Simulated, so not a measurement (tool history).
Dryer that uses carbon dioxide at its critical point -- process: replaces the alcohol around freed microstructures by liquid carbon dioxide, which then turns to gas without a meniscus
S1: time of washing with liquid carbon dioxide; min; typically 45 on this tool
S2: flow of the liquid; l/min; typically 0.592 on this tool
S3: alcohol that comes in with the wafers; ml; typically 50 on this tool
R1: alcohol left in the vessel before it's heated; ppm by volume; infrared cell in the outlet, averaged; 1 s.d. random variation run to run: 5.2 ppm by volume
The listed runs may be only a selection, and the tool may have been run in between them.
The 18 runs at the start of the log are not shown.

| run | hour | S1 | S2 | S3 | R1 |
|---|---|---|---|---|---|
| 19 | 187.3 | 45 | 0.592 | 50 | 197 |
| 20 | 198.9 | 45 | 0.592 | 50 | 206 |
| 21 | 205.5 | 45 | 0.592 | 50 | 205 |
| 22 | 218.3 | 45 | 0.592 | 50 | 208 |
| 23 | 228 | 39 | 0.835 | 55 | 118 |
| 24 | 236.7 | 52 | 0.577 | 23 | 88 |
| 25 | 250 | 52 | 0.577 | 23 | 89 |
| 26 | 261.4 | 52 | 0.577 | 23 | 107 |
| 27 | 268.7 | 30 | 0.644 | 23 | 293 |
| 28 | 275 | 53 | 0.954 | 101 | 57 |
| 29 | 288.9 | 57 | 0.624 | 22 | 85 |
| 30 | 301.3 | 57 | 0.624 | 22 | 76 |

What does the tool deliver on the next run?
| 31 | 313.7 | 57 | 0.624 | 22 | ? |

{"run 31": {"R1": 75}}
On a tool with no hidden condition, and with the same random variation, this run would have come out at R1 15 ppm by volume.

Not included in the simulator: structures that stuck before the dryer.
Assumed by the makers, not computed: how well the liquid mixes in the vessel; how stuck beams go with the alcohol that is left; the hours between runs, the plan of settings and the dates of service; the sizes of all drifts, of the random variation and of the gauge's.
